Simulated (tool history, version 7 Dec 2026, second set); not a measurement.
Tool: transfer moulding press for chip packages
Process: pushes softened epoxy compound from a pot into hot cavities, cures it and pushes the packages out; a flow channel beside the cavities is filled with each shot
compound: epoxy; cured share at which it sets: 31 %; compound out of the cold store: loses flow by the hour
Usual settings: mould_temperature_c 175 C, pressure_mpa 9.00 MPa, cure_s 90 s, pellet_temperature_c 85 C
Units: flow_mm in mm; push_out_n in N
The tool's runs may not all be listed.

run	day	mould_temperature_c	pressure_mpa	cure_s	pellet_temperature_c	incoming compound's hours out of the cold store	flow_mm	push_out_n
1	0.000	175	9.00	90	85	30.5	810	266
# day 0.521: cavities cleaned with cleaning compound and waxed
2	1.183	175	9.00	90	85	35.8	774	235
3	2.054	175	9.00	90	85	46.3	728	256
# day 2.679: cavities cleaned with cleaning compound and waxed
4	3.129	175	9.00	121	85	13.1	870	183
5	3.692	175	9.00	121	85	14.2	868	205
6	4.454	175	9.00	90	85	22.4	817	288
# day 4.754: cavities cleaned with cleaning compound and waxed
7	5.500	175	9.00	90	85	32.6	773	242
8	6.046	175	9.00	90	85	14.9	840	281
# day 6.850: cavities cleaned with cleaning compound and waxed
9	7.192	175	9.00	124	85	17.3	828	178
10	8.308	175	9.00	124	85	42.0	723	219
# day 8.946: cavities cleaned with cleaning compound and waxed
11	9.004	175	9.00	90	85	23.0	798	213
12	9.667	175	9.00	90	85	11.8	851	258
13	10.667	175	9.00	90	85	35.6	735	283
# day 11.046: cavities cleaned with cleaning compound and waxed
14	11.575	176	9.00	90	85	15.3	816	234
15	12.304	171	7.04	90	79	38.4	652	351
16	12.846	171	7.04	90	79	22.3	708	394
# day 13.154: cavities cleaned with cleaning compound and waxed
# day 13.742: plunger's sealing rings changed
17	13.775	171	10.46	114	77	19.7	957	216
18	14.892	171	10.46	114	77	8.4	1035	267
# day 15.383: cavities cleaned with cleaning compound and waxed
19	15.967	171	10.46	114	77	40.9	856	212
20	17.154	183	10.18	125	90	17.4	869	223
# day 17.508: cavities cleaned with cleaning compound and waxed
21	18.121	171	8.87	82	92	9.8	924	439
22	18.612	175	9.00	103	91	9.8	892	237
# day 19.592: cavities cleaned with cleaning compound and waxed
23	19.608	175	9.00	103	91	11.4	877	186
24	20.762	175	9.00	91	85	18.0	847	285
# day 21.700: cavities cleaned with cleaning compound and waxed
25	21.979	175	9.00	118	93	43.7	735	171

Run 26 comes next. What will it give?
26	22.738	175	9.00	118	93	37.3	?	?

Run 26 gave flow_mm 755 mm, push_out_n 193 N.
Without the tool's hidden state the same run would have given flow_mm 787 mm, push_out_n 148 N.

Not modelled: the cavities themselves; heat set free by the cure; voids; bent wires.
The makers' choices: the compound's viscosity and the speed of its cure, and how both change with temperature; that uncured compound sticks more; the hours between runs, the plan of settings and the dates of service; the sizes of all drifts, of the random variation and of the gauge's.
